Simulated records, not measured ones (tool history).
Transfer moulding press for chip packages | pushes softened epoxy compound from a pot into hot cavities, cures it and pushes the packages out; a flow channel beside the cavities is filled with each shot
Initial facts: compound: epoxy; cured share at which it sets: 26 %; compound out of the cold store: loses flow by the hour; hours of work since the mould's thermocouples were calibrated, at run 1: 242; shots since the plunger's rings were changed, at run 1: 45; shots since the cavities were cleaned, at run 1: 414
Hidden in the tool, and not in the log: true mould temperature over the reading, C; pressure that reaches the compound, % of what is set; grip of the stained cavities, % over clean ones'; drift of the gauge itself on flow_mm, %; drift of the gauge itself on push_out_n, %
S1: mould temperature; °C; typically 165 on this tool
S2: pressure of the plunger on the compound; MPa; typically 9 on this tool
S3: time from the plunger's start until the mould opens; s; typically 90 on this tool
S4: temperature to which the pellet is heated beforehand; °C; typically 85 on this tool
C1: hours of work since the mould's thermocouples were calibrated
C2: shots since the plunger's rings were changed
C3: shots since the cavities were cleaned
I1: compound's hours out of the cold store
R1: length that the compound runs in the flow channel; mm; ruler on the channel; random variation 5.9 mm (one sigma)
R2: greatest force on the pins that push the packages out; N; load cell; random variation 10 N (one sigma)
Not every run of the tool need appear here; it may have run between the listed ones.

Run 1, hour 0: usual settings; C1 242; C2 45; C3 414; I1 13.3. Result: R1 725 mm, R2 482 N.
Run 2, hour 10.8: usual settings; C1 250; C2 190; C3 559; I1 41.4. Result: R1 663 mm, R2 500 N.
Run 3, hour 21.1: usual settings; C1 258; C2 327; C3 696; I1 19.4. Result: R1 706 mm, R2 503 N.
At hour 26.1: cavities cleaned with cleaning compound and waxed.
Run 4, hour 35.2: usual settings; C1 268; C2 496; C3 121; I1 14.9. Result: R1 711 mm, R2 478 N.
Run 5, hour 55.3: usual settings; C1 283; C2 766; C3 391; I1 17.1. Result: R1 720 mm, R2 470 N.
Run 6, hour 76.2: usual settings but S4 78 °C; C1 299; C2 1045; C3 670; I1 31.4. Result: R1 682 mm, R2 489 N.
At hour 84.5: cavities cleaned with cleaning compound and waxed.
Run 7, hour 88.5: usual settings but S4 78 °C; C1 307; C2 1191; C3 54; I1 43.7. Result: R1 659 mm, R2 491 N.
Run 8, hour 102.1: usual settings but S4 78 °C; C1 317; C2 1372; C3 235; I1 8.6. Result: R1 725 mm, R2 507 N.
Run 9, hour 111.8: usual settings but S4 78 °C; C1 325; C2 1503; C3 366; I1 44.2. Result: R1 661 mm, R2 480 N.
Run 10, hour 132.8: usual settings but S4 78 °C; C1 340; C2 1784; C3 647; I1 27.2. Result: R1 696 mm, R2 492 N.
At hour 141.9: cavities cleaned with cleaning compound and waxed.
Run 11, hour 149.9: usual settings but S1 161 °C, S4 78 °C; C1 352; C2 1993; C3 108; I1 35.6. Result: R1 698 mm, R2 601 N.
At hour 161.5: mould's thermocouples calibrated.
Run 12, hour 166.6: usual settings but S1 161 °C, S4 78 °C; C1 4; C2 2189; C3 304; I1 45.9. Result: R1 670 mm, R2 606 N.
Run 13, hour 182.3: usual settings; C1 16; C2 2400; C3 515; I1 44.9. Result: R1 668 mm, R2 475 N.
At hour 201.7: cavities cleaned with cleaning compound and waxed.
Run 14, hour 201.7: usual settings but S4 80 °C; C1 29; C2 2640; C3 0; I1 38. Result: R1 678 mm, R2 484 N.
Run 15, hour 212.2: usual settings; C1 37; C2 2781; C3 141; I1 42.1. Result: R1 678 mm, R2 481 N.
Run 16, hour 225.8: usual settings; C1 48; C2 2963; C3 323; I1 41.4. Result: R1 672 mm, R2 475 N.
Run 17, hour 240.8: usual settings but S4 88 °C; C1 59; C2 3163; C3 523; I1 39.1. Result: R1 670 mm, R2 462 N.
Run 18, hour 253.3: usual settings but S4 88 °C; C1 68; C2 3331; C3 691; I1 17.9. Result: R1 703 mm, R2 478 N.
At hour 259.6: cavities cleaned with cleaning compound and waxed.
Run 19, hour 270.8: usual settings but S2 9.17 MPa, S3 129 s, S4 90 °C; C1 80; C2 3545; C3 150; I1 17.7. Result: R1 717 mm, R2 407 N.
Run 20, hour 285.3: usual settings but S2 9.17 MPa, S3 129 s, S4 90 °C; C1 91; C2 3740; C3 345; I1 14.3. Result: R1 737 mm, R2 399 N.
Run 21, hour 300.2: usual settings but S3 110 s; C1 103; C2 3939; C3 544; I1 28.6. Result: R1 690 mm, R2 425 N.
At hour 318.3: plunger's sealing rings changed.
At hour 319.8: cavities cleaned with cleaning compound and waxed.
Run 22, hour 322.4: usual settings but S1 168 °C, S2 8.23 MPa, S3 89 s, S4 87 °C; C1 116; C2 35; C3 35; I1 43.2. Result: R1 631 mm, R2 441 N.
Run 23, hour 336.6: usual settings but S1 168 °C, S2 7.29 MPa, S3 77 s, S4 87 °C; C1 127; C2 225; C3 225; I1 30.1. Result: R1 611 mm, R2 500 N.
Run 24, hour 349.7: usual settings but S1 168 °C, S2 7.29 MPa, S3 77 s, S4 87 °C; C1 137; C2 401; C3 401; I1 33.1. Result: R1 613 mm, R2 520 N.
Run 25, hour 360.8: usual settings but S1 168 °C, S2 7.29 MPa, S3 126 s, S4 83 °C; C1 145; C2 549; C3 549; I1 16.9. Result: R1 627 mm, R2 406 N.
At hour 378: cavities cleaned with cleaning compound and waxed.
Run 26, hour 381.4: usual settings but S1 171 °C, S4 94 °C; C1 160; C2 804; C3 44; I1 25.1. Result: R1 678 mm, R2 410 N.
Run 27, hour 398.7: usual settings but S1 171 °C, S4 94 °C; C1 173; C2 1037; C3 277; I1 15.5. Result: R1 692 mm, R2 432 N.
Run 28, hour 412.5: usual settings but S2 8.85 MPa, S3 124 s, S4 78 °C; C1 183; C2 1222; C3 462; I1 24.9. Result: R1 697 mm, R2 407 N.
Run 29, hour 430.8: usual settings but S2 8.85 MPa, S3 124 s, S4 78 °C; C1 197; C2 1467; C3 707; I1 17.5. Result: R1 703 mm, R2 415 N.

Hidden condition of the tool, last listed run before each entry between runs versus first listed run after:
Runs 3 to 4: cavities cleaned with cleaning compound and waxed (hour 26.1)
  pressure that reaches the compound, % of what is set: 99.98 -> 99.97; grip of the stained cavities, % over clean ones': 1.3 -> 0.5
Runs 6 to 7: cavities cleaned with cleaning compound and waxed (hour 84.5)
  pressure that reaches the compound, % of what is set: 99.95 -> 99.94; grip of the stained cavities, % over clean ones': 1.4 -> 0.2
Runs 10 to 11: cavities cleaned with cleaning compound and waxed (hour 141.9)
  pressure that reaches the compound, % of what is set: 99.91 -> 99.9; grip of the stained cavities, % over clean ones': 1.3 -> 0.3
Runs 11 to 12: mould's thermocouples calibrated (hour 161.5)
  true mould temperature over the reading, C: -0.01 -> 0; grip of the stained cavities, % over clean ones': 0.3 -> 0.8
Runs 13 to 14: cavities cleaned with cleaning compound and waxed (hour 201.7)
  pressure that reaches the compound, % of what is set: 99.88 -> 99.87; grip of the stained cavities, % over clean ones': 1.1 -> 0
Runs 18 to 19: cavities cleaned with cleaning compound and waxed (hour 259.6)
  pressure that reaches the compound, % of what is set: 99.84 -> 99.83; grip of the stained cavities, % over clean ones': 1.3 -> 0.5
Runs 21 to 22: plunger's sealing rings changed (hour 318.3); cavities cleaned with cleaning compound and waxed (hour 319.8)
  pressure that reaches the compound, % of what is set: 99.81 -> 99.99; grip of the stained cavities, % over clean ones': 1.2 -> 0.1
Runs 25 to 26: cavities cleaned with cleaning compound and waxed (hour 378)
  pressure that reaches the compound, % of what is set: 99.96 -> 99.95; grip of the stained cavities, % over clean ones': 1.2 -> 0.2

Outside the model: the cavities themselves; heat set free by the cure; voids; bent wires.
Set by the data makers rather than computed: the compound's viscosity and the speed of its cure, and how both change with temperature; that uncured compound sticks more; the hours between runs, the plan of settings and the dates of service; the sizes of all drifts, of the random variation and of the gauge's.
